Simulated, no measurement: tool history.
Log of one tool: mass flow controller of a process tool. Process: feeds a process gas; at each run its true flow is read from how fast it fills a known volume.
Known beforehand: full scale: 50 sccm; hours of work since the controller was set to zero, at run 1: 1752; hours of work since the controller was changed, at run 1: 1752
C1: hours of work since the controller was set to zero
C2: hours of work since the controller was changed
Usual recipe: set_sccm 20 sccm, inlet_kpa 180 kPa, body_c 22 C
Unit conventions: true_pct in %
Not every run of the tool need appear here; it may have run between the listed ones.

run 1 day=0.000 | set_sccm=20 inlet_kpa=180 body_c=22 | C1=1752 C2=1752 | true_pct=97.24
run 2 day=3.029 | set_sccm=20 inlet_kpa=180 body_c=22 | C1=1802 C2=1802 | true_pct=97.20
run 3 day=9.296 | set_sccm=20 inlet_kpa=180 body_c=22 | C1=1906 C2=1906 | true_pct=97.09
run 4 day=12.579 | set_sccm=20 inlet_kpa=180 body_c=22 | C1=1960 C2=1960 | true_pct=97.31
run 5 day=16.425 | set_sccm=20 inlet_kpa=180 body_c=22 | C1=2023 C2=2023 | true_pct=97.16
run 6 day=23.138 | set_sccm=20 inlet_kpa=180 body_c=22 | C1=2134 C2=2134 | true_pct=97.12
run 7 day=26.288 | set_sccm=20 inlet_kpa=180 body_c=22 | C1=2186 C2=2186 | true_pct=97.07
run 8 day=32.200 | set_sccm=20 inlet_kpa=180 body_c=22 | C1=2283 C2=2283 | true_pct=97.20
run 9 day=36.017 | set_sccm=20 inlet_kpa=180 body_c=22 | C1=2346 C2=2346 | true_pct=97.21
run 10 day=42.596 | set_sccm=20 inlet_kpa=178 body_c=22 | C1=2454 C2=2454 | true_pct=97.22
run 11 day=46.771 | set_sccm=20 inlet_kpa=178 body_c=22 | C1=2523 C2=2523 | true_pct=97.12
run 12 day=49.542 | set_sccm=20 inlet_kpa=180 body_c=22 | C1=2569 C2=2569 | true_pct=97.03
run 13 day=55.667 | set_sccm=20 inlet_kpa=236 body_c=22 | C1=2670 C2=2670 | true_pct=97.29
run 14 day=61.696 | set_sccm=20 inlet_kpa=236 body_c=22 | C1=2769 C2=2769 | true_pct=97.29
run 15 day=65.338 | set_sccm=20 inlet_kpa=236 body_c=30 | C1=2829 C2=2829 | true_pct=97.93
run 16 day=71.612 | set_sccm=10 inlet_kpa=203 body_c=20 | C1=2933 C2=2933 | true_pct=94.85
run 17 day=75.458 | set_sccm=20 inlet_kpa=260 body_c=40 | C1=2996 C2=2996 | true_pct=98.65

Estimate the outcome of run 18 from the log above:
run 18 day=79.842 | set_sccm=14 inlet_kpa=170 body_c=22 | C1=3068 C2=3068 | true_pct=?

true_pct: 95.95 %
With no hidden state in the tool, this same run would have given true_pct 97.23 %.

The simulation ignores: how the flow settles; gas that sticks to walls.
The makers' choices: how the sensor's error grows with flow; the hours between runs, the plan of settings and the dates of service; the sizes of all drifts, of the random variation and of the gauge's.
